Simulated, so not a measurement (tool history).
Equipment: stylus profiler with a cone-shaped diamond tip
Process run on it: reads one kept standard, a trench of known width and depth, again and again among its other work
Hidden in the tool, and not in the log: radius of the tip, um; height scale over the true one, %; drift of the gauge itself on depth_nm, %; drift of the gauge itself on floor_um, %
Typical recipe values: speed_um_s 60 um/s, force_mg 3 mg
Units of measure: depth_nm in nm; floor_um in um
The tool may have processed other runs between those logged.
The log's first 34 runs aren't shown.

run    hour  speed_um_s  force_mg  scans with this tip  hours of work since the height scale was calibrated  depth_nm  floor_um
 35   790.9          60      3.13                 1916                                                  145     100.7     17.71
 36   819.4          60      4.57                 2083                                                  158    100.97     17.76
 37     836          48      6.69                 2180                                                  165    101.24     17.88
 38     857         205      2.04                 2303                                                  175    100.47      16.8
 39   886.7          70      2.01                 2478                                                  188    100.54     17.59
 40   912.4          70      2.01                 2629                                                  199    100.52      17.6
 41   933.7          40      2.19                 2754                                                  209    100.49     17.76
 42   951.9          35      5.01                 2861                                                  217    100.97     17.85
 43   969.4          21      3.96                 2964                                                  225    100.89     17.96
 44   988.2          36       1.2                 3075                                                  233     100.4     17.69
 45  1002.8          30      3.53                 3160                                                  240    100.84     17.89
 46  1018.8          28      4.92                 3255                                                  247    100.97     17.96
 47  1040.4          24         3                 3381                                                  257    100.68      17.9
 48  1069.8          23         3                 3554                                                  270    100.71     17.91

Consider 3 possible next runs. They are alternatives, not a sequence: every one starts from the tool as it was left by run 48. What does each give?
  A  1090.8          84         3                 3677                                                  279         ?         ?
  B  1090.8         109      1.04                 3677                                                  279         ?         ?
  C  1090.8          46         3                 3677                                                  279         ?         ?

run  depth_nm  floor_um
  A    100.71     17.57
  B     100.3     17.03
  C    100.71     17.76
With no hidden state in the tool, these same runs would have given:
run  depth_nm  floor_um
  A    100.71     17.58
  B     100.3     17.04
  C    100.71     17.77
